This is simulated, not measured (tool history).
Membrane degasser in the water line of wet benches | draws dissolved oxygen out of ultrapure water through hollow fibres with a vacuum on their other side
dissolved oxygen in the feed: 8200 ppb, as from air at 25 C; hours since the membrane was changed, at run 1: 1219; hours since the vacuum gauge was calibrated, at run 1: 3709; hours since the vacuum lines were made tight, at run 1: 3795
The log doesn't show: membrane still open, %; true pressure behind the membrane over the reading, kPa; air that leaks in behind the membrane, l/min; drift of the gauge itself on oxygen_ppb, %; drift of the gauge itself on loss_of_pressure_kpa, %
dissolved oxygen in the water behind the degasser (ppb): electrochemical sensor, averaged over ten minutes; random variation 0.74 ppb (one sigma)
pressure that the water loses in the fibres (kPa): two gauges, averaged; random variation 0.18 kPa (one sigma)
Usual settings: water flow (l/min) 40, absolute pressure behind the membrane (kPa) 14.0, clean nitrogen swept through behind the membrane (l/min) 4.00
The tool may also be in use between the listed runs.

run	hour	water flow (l/min)	absolute pressure behind the membrane (kPa)	clean nitrogen swept through behind the membrane (l/min)	hours since the membrane was changed	hours since the vacuum gauge was calibrated	hours since the vacuum lines were made tight	dissolved oxygen in the water behind the degasser (ppb)	pressure that the water loses in the fibres (kPa)
1	0.0	40	14.0	4.00	1219	3709	3795	252.3	34.61
2	48.8	40	14.4	4.00	1268	3757	3844	259.2	34.93
3	100.6	40	14.4	4.00	1320	3809	3896	259.5	34.88
4	155.3	40	14.4	4.00	1375	3864	3950	259.6	35.07
5	178.7	40	14.4	4.00	1398	3887	3974	258.4	34.89
6	228.2	40	21.1	4.00	1448	3937	4023	406.4	34.91
7	269.7	40	10.6	4.00	1489	3978	4065	175.2	35.11
8	304.3	40	10.6	4.00	1524	4013	4099	174.3	34.75
9	360.8	40	10.6	4.00	1580	4069	4156	174.2	35.31
10	391.5	40	14.0	2.67	1611	4100	4186	359.9	35.19
11	415.0	40	14.0	2.67	1634	4124	4210	357.8	34.79
12	453.7	40	14.0	2.67	1673	4162	4249	358.4	35.07
13	500.5	36	14.0	4.00	1720	4209	4296	227.1	31.34
14	528.4	40	14.0	10.60	1748	4237	4323	101.1	34.92
15	581.2	40	14.0	10.60	1801	4290	4376	101.5	35.20
16	626.6	40	14.0	10.60	1846	4335	4422	102.2	35.27
17	667.2	40	19.9	10.60	1886	4376	4462	153.5	35.16
18	722.9	40	19.9	10.60	1942	4431	4518	153.8	35.26
19	777.0	40	19.9	10.60	1996	4486	4572	154.9	35.16
20	835.0	40	19.9	2.44	2054	4544	4630	585.8	35.03
21	892.5	40	19.9	2.44	2112	4601	4687	587.1	35.38
22	943.3	40	18.9	2.44	2163	4652	4738	553.6	35.47
23	983.3	63	29.6	3.92	2203	4692	4778	888.1	55.96
# hour 999.8: vacuum gauge calibrated
24	1026.7	28	9.8	8.35	2246	27	4821	55.2	24.95
25	1070.3	28	9.8	8.35	2289	70	4865	54.9	24.94
26	1109.3	28	28.4	8.35	2328	109	4904	204.2	24.89
27	1148.3	28	28.4	8.35	2367	149	4943	203.7	24.75
28	1187.8	28	28.4	8.35	2407	188	4982	203.5	24.73
29	1223.4	28	14.0	10.89	2442	224	5018	68.6	24.80
30	1272.4	47	30.2	5.08	2491	273	5067	558.8	42.03
31	1320.8	47	30.2	5.08	2540	321	5115	558.3	42.00

Some steps in pressure that the water loses in the fibres (kPa) between neighbouring runs. How much of each would the tool show without its hidden state too (settings, what came in, random variation), and how much is left for the hidden state, with any gauge scatter that isn't in both results?
Run 22 -> 23: water flow (l/min) 40 -> 63, absolute pressure behind the membrane (kPa) 18.9 -> 29.6, clean nitrogen swept through behind the membrane (l/min) 2.44 -> 3.92. pressure that the water loses in the fibres (kPa) +20.49: hidden state +0.46, all else +20.03.
Run 23 -> 24: water flow (l/min) 63 -> 28, absolute pressure behind the membrane (kPa) 29.6 -> 9.8, clean nitrogen swept through behind the membrane (l/min) 3.92 -> 8.35, vacuum gauge calibrated. pressure that the water loses in the fibres (kPa) -31.01: hidden state -0.62, all else -30.39.
Run 29 -> 30: water flow (l/min) 28 -> 47, absolute pressure behind the membrane (kPa) 14.0 -> 30.2, clean nitrogen swept through behind the membrane (l/min) 10.89 -> 5.08. pressure that the water loses in the fibres (kPa) +17.23: hidden state +0.47, all else +16.76.
